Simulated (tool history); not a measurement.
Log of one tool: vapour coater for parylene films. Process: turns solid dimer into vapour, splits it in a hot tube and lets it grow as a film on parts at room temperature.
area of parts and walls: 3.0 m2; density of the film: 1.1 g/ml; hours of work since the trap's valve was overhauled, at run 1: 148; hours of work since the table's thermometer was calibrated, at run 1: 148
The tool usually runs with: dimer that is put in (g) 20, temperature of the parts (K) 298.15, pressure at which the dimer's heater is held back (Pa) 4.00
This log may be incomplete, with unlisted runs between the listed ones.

run,hour,dimer that is put in (g),temperature of the parts (K),pressure at which the dimer's heater is held back (Pa),hours of work since the trap's valve was overhauled,hours of work since the table's thermometer was calibrated,thickness of the film (µm)
1,0.0,20,298.15,4.00,148,148,3.65
2,25.0,20,298.15,2.71,166,166,3.91
3,55.5,20,298.15,4.57,188,188,3.45
4,83.9,20,290.15,4.00,209,209,4.62
5,112.5,20,298.15,4.00,230,230,3.59
6,138.8,20,298.15,4.00,249,249,3.54
7,159.2,20,298.15,4.00,264,264,3.55
8,172.7,20,298.15,4.00,274,274,3.48
9,199.2,20,298.15,3.68,293,293,3.56
10,220.6,20,298.15,3.68,308,308,3.54
11,251.5,20,298.15,4.00,331,331,3.45
12,281.1,20,298.15,4.00,352,352,3.46
13,307.7,20,298.15,4.00,372,372,3.35
14,325.8,20,298.15,4.00,385,385,3.37
# hour 342.3: trap's valve overhauled
15,343.8,31,298.15,4.00,1,395,5.87
16,375.6,31,298.15,4.00,24,418,5.83
17,391.9,20,309.15,4.00,36,430,2.62
18,410.6,20,309.15,4.00,50,444,2.60
19,429.3,20,309.15,4.00,63,457,2.58
20,449.5,20,309.15,4.00,78,472,2.63
21,462.7,20,309.15,4.00,88,482,2.67
22,491.7,20,309.15,4.00,109,503,2.62
23,511.2,20,309.15,4.00,123,517,2.56
24,536.4,20,309.15,4.00,141,535,2.55
25,556.4,20,309.15,4.00,156,550,2.54
26,579.1,20,309.15,4.00,172,566,2.58
27,599.2,20,309.15,4.00,187,581,2.58
28,628.8,20,309.15,4.00,208,602,2.52
29,650.0,20,298.15,2.95,224,618,3.85
30,677.4,20,298.15,2.95,244,638,3.80
31,708.5,13,298.15,2.95,266,660,2.46
32,736.7,13,298.15,2.95,287,681,2.46
33,760.5,23,296.15,5.00,304,698,4.13
34,785.3,23,296.15,5.00,322,716,3.99
35,809.1,23,296.15,5.00,340,734,3.99
36,827.3,20,305.15,3.07,353,747,2.92
37,843.9,20,305.15,2.01,365,759,3.18
38,871.5,15,309.15,3.32,385,779,1.89
# hour 888.0: trap's valve overhauled
39,897.4,20,308.15,4.82,7,795,2.65
40,922.0,20,308.15,4.82,25,813,2.72
41,951.8,10,308.15,5.67,46,835,1.25
42,968.9,10,308.15,5.67,59,847,1.25
43,1001.0,22,305.15,4.00,82,870,3.30
44,1014.7,22,305.15,4.00,92,880,3.28
45,1038.6,22,305.15,4.00,110,898,3.26
46,1052.5,22,305.15,4.00,120,908,3.29
47,1079.4,22,305.15,8.46,139,927,2.76
48,1108.6,20,298.15,9.91,160,949,2.98

3 ways to go on from here, each from the tool as it stands after run 48. What would each give?
A,1125.8,29,307.15,11.62,173,961,?
B,1125.8,23,299.15,2.05,173,961,?
C,1125.8,20,296.15,4.00,173,961,?

run,thickness of the film (µm)
A,3.15
B,4.67
C,3.90
With the hidden condition removed and each run's random variation left untouched, the same runs would have given:
run,thickness of the film (µm)
A,3.26
B,4.83
C,4.03

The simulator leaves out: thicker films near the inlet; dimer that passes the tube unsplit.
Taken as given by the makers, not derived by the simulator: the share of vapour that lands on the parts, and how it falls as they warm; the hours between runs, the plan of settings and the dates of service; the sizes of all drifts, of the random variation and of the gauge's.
